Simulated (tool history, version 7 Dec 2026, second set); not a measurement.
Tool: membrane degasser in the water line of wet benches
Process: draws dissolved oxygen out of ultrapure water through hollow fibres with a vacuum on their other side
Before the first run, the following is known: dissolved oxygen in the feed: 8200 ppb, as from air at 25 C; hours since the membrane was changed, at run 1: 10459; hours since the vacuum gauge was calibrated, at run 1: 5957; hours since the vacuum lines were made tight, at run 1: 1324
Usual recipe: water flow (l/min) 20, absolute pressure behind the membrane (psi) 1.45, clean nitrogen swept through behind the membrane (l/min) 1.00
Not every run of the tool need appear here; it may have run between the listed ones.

run      day  water flow (l/min)  absolute pressure behind the membrane (psi)  clean nitrogen swept through behind the membrane (l/min)  hours since the membrane was changed  hours since the vacuum gauge was calibrated  hours since the vacuum lines were made tight  dissolved oxygen in the water behind the degasser (ppb)  pressure that the water loses in the fibres (psi)
  1    0.000                  20                                         1.45                                                      1.00                                 10459                                         5957                                          1324                                                    505.0                                              8.305
  2    7.771                  20                                         1.45                                                      1.00                                 10646                                         6144                                          1511                                                    511.2                                              8.266
  3   20.088                  20                                         1.45                                                      1.00                                 10942                                         6439                                          1807                                                    514.4                                              8.305
  4   34.425                  20                                         2.48                                                      1.00                                 11286                                         6783                                          2151                                                    795.0                                              8.338
  5   42.025                  20                                         2.48                                                      1.00                                 11468                                         6966                                          2333                                                    800.0                                              8.266
  6   51.475                  20                                         2.48                                                      1.00                                 11695                                         7192                                          2560                                                    774.7                                              8.245
  7   57.667                  20                                         1.45                                                      1.00                                 11843                                         7341                                          2708                                                    510.8                                              8.280
  8   64.325                  20                                         1.46                                                      1.00                                 12003                                         7501                                          2868                                                    508.0                                              8.240
      70.908  -- membrane cartridge changed
  9   72.038                  20                                         1.86                                                      1.00                                    27                                         7682                                          3049                                                    602.6                                              8.263
 10   83.958                  20                                         1.45                                                      1.00                                   313                                         7968                                          3335                                                    515.0                                              8.227
      89.296  -- vacuum gauge calibrated
 11   95.592                  20                                         1.60                                                      1.05                                   592                                          151                                          3614                                                    532.6                                              8.286
 12  106.846                  12                                         1.45                                                      2.93                                   862                                          421                                          3884                                                     98.0                                              4.934
 13  118.162                  12                                         1.45                                                      2.93                                  1134                                          693                                          4156                                                     99.0                                              4.943
 14  124.117                  29                                         2.80                                                      2.11                                  1277                                          836                                          4299                                                   1018.3                                             11.881
 15  135.729                  30                                         2.41                                                      0.46                                  1555                                         1114                                          4577                                                   1825.2                                             12.321
 16  148.046                  21                                         1.96                                                      0.55                                  1851                                         1410                                          4873                                                    958.4                                              8.599
 17  156.438                  25                                         2.51                                                      0.73                                  2052                                         1611                                          5074                                                   1257.3                                             10.208
 18  166.250                  25                                         1.22                                                      0.73                                  2288                                         1847                                          5310                                                    747.2                                             10.230
 19  176.392                  25                                         1.22                                                      0.73                                  2531                                         2090                                          5553                                                    755.2                                             10.264

Branching from run 19: 3 alternative next runs. What would each branch give?
  A  190.033                  20                                         2.77                                                      1.43                                  2858                                         2418                                          5881                                                        ?                                                  ?
  B  190.033                  21                                         1.74                                                      0.73                                  2858                                         2418                                          5881                                                        ?                                                  ?
  C  190.033                  12                                         1.45                                                      2.04                                  2858                                         2418                                          5881                                                        ?                                                  ?

run  dissolved oxygen in the water behind the degasser (ppb)  pressure that the water loses in the fibres (psi)
  A                                                    688.2                                              8.221
  B                                                    759.1                                              8.559
  C                                                    124.3                                              4.857
Without the tool's hidden state the same runs would have given:
run  dissolved oxygen in the water behind the degasser (ppb)  pressure that the water loses in the fibres (psi)
  A                                                    687.5                                              8.306
  B                                                    758.4                                              8.646
  C                                                    124.0                                              4.908

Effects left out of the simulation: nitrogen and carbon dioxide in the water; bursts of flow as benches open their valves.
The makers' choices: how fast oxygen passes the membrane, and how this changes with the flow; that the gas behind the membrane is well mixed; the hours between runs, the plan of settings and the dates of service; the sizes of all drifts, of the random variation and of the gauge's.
